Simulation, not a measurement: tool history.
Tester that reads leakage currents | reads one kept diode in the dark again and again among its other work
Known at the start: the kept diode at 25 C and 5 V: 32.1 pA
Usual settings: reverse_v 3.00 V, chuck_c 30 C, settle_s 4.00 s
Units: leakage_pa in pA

Run 1, day 0.000: usual settings. Result: leakage_pa 47.02 pA.
Run 2, day 1.412: usual settings but settle_s 6.76 s. Result: leakage_pa 47.62 pA.
Run 3, day 2.471: usual settings but settle_s 1.01 s. Result: leakage_pa 48.09 pA.
Run 4, day 3.271: usual settings but settle_s 1.01 s. Result: leakage_pa 48.11 pA.
Run 5, day 4.929: usual settings but settle_s 1.01 s. Result: leakage_pa 48.58 pA.
Run 6, day 6.288: usual settings but chuck_c 26 C, settle_s 1.01 s. Result: leakage_pa 34.11 pA.
Run 7, day 7.862: usual settings but chuck_c 26 C, settle_s 1.01 s. Result: leakage_pa 34.21 pA.
Run 8, day 8.658: usual settings but chuck_c 26 C, settle_s 1.01 s. Result: leakage_pa 34.46 pA.
Run 9, day 9.758: usual settings but chuck_c 26 C, settle_s 1.01 s. Result: leakage_pa 34.66 pA.
Run 10, day 10.879: usual settings but chuck_c 26 C. Result: leakage_pa 34.58 pA.
Run 11, day 12.133: usual settings but chuck_c 26 C. Result: leakage_pa 34.56 pA.
Run 12, day 12.942: usual settings but chuck_c 26 C. Result: leakage_pa 34.65 pA.
At day 13.167: probe card cleaned and baked.
Run 13, day 14.229: usual settings but reverse_v 2.28 V. Result: leakage_pa 46.36 pA.
Run 14, day 15.533: usual settings but reverse_v 2.28 V. Result: leakage_pa 46.45 pA.
Run 15, day 16.996: usual settings but reverse_v 2.28 V. Result: leakage_pa 46.94 pA.
Run 16, day 18.604: usual settings. Result: leakage_pa 51.95 pA.
Run 17, day 19.850: usual settings but chuck_c 43 C. Result: leakage_pa 162.52 pA.
At day 20.271: probe card cleaned and baked, once more.
Run 18, day 21.342: usual settings but chuck_c 43 C. Result: leakage_pa 162.39 pA.
Run 19, day 23.004: usual settings but chuck_c 53 C. Result: leakage_pa 374.08 pA.
Run 20, day 24.267: usual settings but chuck_c 53 C. Result: leakage_pa 376.20 pA.
Run 21, day 25.550: usual settings but chuck_c 53 C, settle_s 0.46 s. Result: leakage_pa 379.04 pA.
Run 22, day 26.883: usual settings but chuck_c 53 C, settle_s 0.46 s. Result: leakage_pa 380.26 pA.
At day 27.350: chuck's temperature calibrated.
Run 23, day 28.646: usual settings but reverse_v 1.34 V, chuck_c 58 C, settle_s 2.23 s. Result: leakage_pa 377.28 pA.
Run 24, day 30.150: usual settings but reverse_v 5.28 V, chuck_c 36 C, settle_s 2.23 s. Result: leakage_pa 93.68 pA.
Run 25, day 30.975: usual settings but reverse_v 1.14 V, chuck_c 60 C, settle_s 0.50 s. Result: leakage_pa 421.37 pA.
Run 26, day 31.754: usual settings but reverse_v 1.14 V, chuck_c 60 C, settle_s 0.50 s. Result: leakage_pa 426.57 pA.
Run 27, day 33.362: usual settings but reverse_v 1.14 V, chuck_c 60 C, settle_s 0.50 s. Result: leakage_pa 427.75 pA.
Run 28, day 34.938: usual settings but reverse_v 9.88 V, chuck_c 26 C, settle_s 2.63 s. Result: leakage_pa 47.33 pA.
Run 29, day 35.867: usual settings but reverse_v 9.88 V, chuck_c 26 C, settle_s 2.63 s. Result: leakage_pa 47.43 pA.

The next listed run, before its measurement:
Run 30, day 36.808: usual settings but reverse_v 1.21 V, chuck_c 25 C, settle_s 0.51 s. Result: leakage_pa ?.

{"run 30": {"leakage_pa": 21.74}}
Without the tool's hidden state the same run would have given leakage_pa 20.70 pA.
